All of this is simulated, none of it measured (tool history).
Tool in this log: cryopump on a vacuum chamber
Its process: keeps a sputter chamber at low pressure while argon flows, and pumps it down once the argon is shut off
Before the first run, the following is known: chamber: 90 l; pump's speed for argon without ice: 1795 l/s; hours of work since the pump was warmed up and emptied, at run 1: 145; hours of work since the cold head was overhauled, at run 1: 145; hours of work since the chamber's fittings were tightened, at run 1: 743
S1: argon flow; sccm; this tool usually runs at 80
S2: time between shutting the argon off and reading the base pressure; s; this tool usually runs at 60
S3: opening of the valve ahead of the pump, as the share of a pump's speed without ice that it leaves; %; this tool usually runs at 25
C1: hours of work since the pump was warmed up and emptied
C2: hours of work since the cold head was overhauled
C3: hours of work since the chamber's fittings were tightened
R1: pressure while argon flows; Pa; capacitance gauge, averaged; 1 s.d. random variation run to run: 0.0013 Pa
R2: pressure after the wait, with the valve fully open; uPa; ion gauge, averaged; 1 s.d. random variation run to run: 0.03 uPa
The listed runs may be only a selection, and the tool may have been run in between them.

| run | hour | S1 | S2 | S3 | C1 | C2 | C3 | R1 | R2 |
|---|---|---|---|---|---|---|---|---|---|
| 1 | 0 | 80 | 60 | 25 | 145 | 145 | 743 | 0.3076 | 1.87 |
| 2 | 10.5 | 80 | 60 | 25 | 153 | 153 | 750 | 0.3085 | 1.79 |
| 3 | 24.1 | 80 | 60 | 25 | 162 | 162 | 760 | 0.3131 | 1.83 |
| 4 | 34.2 | 80 | 60 | 44 | 169 | 169 | 767 | 0.1791 | 1.89 |
| 5 | 43.6 | 80 | 60 | 25 | 176 | 176 | 774 | 0.3085 | 1.85 |
| 6 | 57.8 | 80 | 60 | 25 | 186 | 186 | 783 | 0.3107 | 1.82 |
| 7 | 73.9 | 61 | 60 | 25 | 197 | 197 | 795 | 0.2384 | 1.87 |
| 8 | 87.2 | 61 | 60 | 25 | 206 | 206 | 804 | 0.2378 | 1.92 |
| 9 | 95.8 | 80 | 51 | 25 | 212 | 212 | 810 | 0.3123 | 2.1 |
| 10 | 103.7 | 55 | 60 | 25 | 218 | 218 | 816 | 0.2136 | 1.87 |
| 11 | 110.8 | 55 | 60 | 25 | 223 | 223 | 820 | 0.2142 | 1.91 |
| 12 | 125.4 | 80 | 60 | 25 | 233 | 233 | 831 | 0.3151 | 1.87 |
| 13 | 135.6 | 80 | 60 | 25 | 240 | 240 | 838 | 0.3137 | 1.89 |
| 14 | 150.1 | 80 | 60 | 25 | 250 | 250 | 848 | 0.314 | 1.84 |
| 15 | 164.7 | 80 | 60 | 25 | 260 | 260 | 858 | 0.3166 | 1.92 |
| 16 | 180.9 | 80 | 24 | 25 | 272 | 272 | 869 | 0.3163 | 3.99 |
| 17 | 189.3 | 80 | 60 | 25 | 278 | 278 | 875 | 0.3185 | 1.9 |
| 18 | 198.5 | 131 | 62 | 16 | 284 | 284 | 882 | 0.8043 | 1.91 |
| 19 | 209.7 | 102 | 109 | 25 | 292 | 292 | 890 | 0.406 | 1.34 |
| 20 | 216.4 | 106 | 31 | 44 | 297 | 297 | 894 | 0.2485 | 3.24 |
| 21 | 229.7 | 75 | 33 | 25 | 306 | 306 | 904 | 0.298 | 3.03 |
| 22 | 240.3 | 54 | 43 | 25 | 313 | 313 | 911 | 0.2145 | 2.47 |
| 23 | 254.1 | 70 | 94 | 25 | 323 | 323 | 921 | 0.2781 | 1.48 |
| 24 | 269.1 | 118 | 173 | 25 | 333 | 333 | 931 | 0.4738 | 1.13 |
| 25 | 280.4 | 80 | 60 | 48 | 341 | 341 | 939 | 0.1753 | 2.01 |
| 26 | 291.6 | 67 | 60 | 48 | 349 | 349 | 947 | 0.1471 | 1.97 |
| 27 | 303.2 | 67 | 60 | 48 | 357 | 357 | 955 | 0.1479 | 1.99 |
| 28 | 314 | 67 | 60 | 48 | 365 | 365 | 963 | 0.1497 | 2.02 |
| 29 | 324.3 | 67 | 60 | 48 | 372 | 372 | 970 | 0.149 | 2 |

What will run 30 give?
| 30 | 332.8 | 67 | 60 | 48 | 378 | 378 | 976 | ? | ? |

R1: 0.1488 Pa
R2: 2.03 uPa
Take away the tool's hidden state, keep the run-to-run variation as it was, and the same run would have given R1 0.131 Pa, R2 1.53 uPa.
